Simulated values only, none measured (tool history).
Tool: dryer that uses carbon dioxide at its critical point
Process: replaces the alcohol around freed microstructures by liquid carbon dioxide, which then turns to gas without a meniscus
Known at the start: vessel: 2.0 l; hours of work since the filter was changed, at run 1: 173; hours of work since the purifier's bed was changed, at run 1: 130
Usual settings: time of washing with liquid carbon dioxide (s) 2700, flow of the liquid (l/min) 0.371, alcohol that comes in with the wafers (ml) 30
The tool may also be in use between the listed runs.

run	hour	time of washing with liquid carbon dioxide (s)	flow of the liquid (l/min)	alcohol that comes in with the wafers (ml)	hours of work since the filter was changed	hours of work since the purifier's bed was changed	alcohol left in the vessel before it's heated (ppm by volume)
1	0	2700	0.371	30	173	130	24
2	29.3	2700	0.371	30	183	140	21
3	69.7	2700	0.371	30	196	153	24
4	114.4	2700	0.596	30	211	168	20
5	139.8	2700	0.596	30	220	176	24
6	163.6	2700	0.596	30	227	184	14
7	195.8	2700	0.596	30	238	195	17
8	216.9	2700	0.596	30	245	202	15
9	254.1	2700	0.371	30	257	214	28
10	276.5	2880	0.371	30	265	221	19
# hour 282: inlet filter changed
11	309.6	2700	0.371	30	9	232	24
12	339.9	2700	0.371	30	19	242	30
13	371.2	2700	0.371	30	29	252	26
14	402	2700	0.321	30	40	263	41
15	433.8	2700	0.371	30	50	273	29
16	476.1	2700	0.371	30	64	287	36
17	506.5	2700	0.371	30	74	297	28
18	529.7	2700	0.371	30	82	305	32
19	572.9	2700	0.371	30	96	319	38
20	613.2	2700	0.371	30	110	332	33
21	647.6	2700	0.371	30	121	344	35
22	673.5	2700	0.236	30	130	352	142
23	718	2700	0.236	30	144	367	147
24	764.4	2700	0.236	30	160	382	151
25	812.7	2700	0.236	30	176	398	158
26	843.7	2700	0.236	30	186	409	166
27	867.4	2640	0.589	67	194	416	38
28	893.5	1920	0.426	52	202	425	82
29	914.8	2700	0.476	30	209	432	34
30	946.6	2700	0.476	78	220	443	35
31	982.9	2880	0.517	108	232	455	42
32	1005.9	3600	0.517	119	239	462	41
33	1034.1	2040	0.5	73	249	472	61
34	1059.4	1920	0.453	60	257	480	82
# hour 1085.6: inlet filter changed
35	1087.9	2640	0.437	30	1	489	43
36	1130.2	2700	0.308	51	15	503	79
37	1156.6	1860	0.292	67	23	512	471
38	1205.8	1860	0.292	67	40	528	483
39	1245.4	3300	0.581	75	53	541	41
40	1272.4	2340	0.32	31	62	550	86
41	1294.5	2340	0.32	31	69	557	85
42	1342.2	1620	0.418	60	85	573	184
43	1372.9	3180	0.286	81	95	583	84
44	1417.3	3600	0.279	41	110	598	63
45	1437.3	3240	0.535	30	116	605	52
# hour 1451.2: purifier's bed changed
46	1487.8	3240	0.535	30	132	12	9
47	1513.5	2400	0.458	21	141	21	14
48	1550.1	1860	0.255	30	153	33	397

3 ways to go on from here, each from the tool as it stands after run 48. What would each give?
A	1591.4	1860	0.407	98	166	46	?
B	1591.4	2220	0.251	21	166	46	?
C	1591.4	2700	0.237	30	166	46	?

run	alcohol left in the vessel before it's heated (ppm by volume)
A	142
B	164
C	125
Without the tool's hidden state the same runs would have given:
run	alcohol left in the vessel before it's heated (ppm by volume)
A	99
B	127
C	93
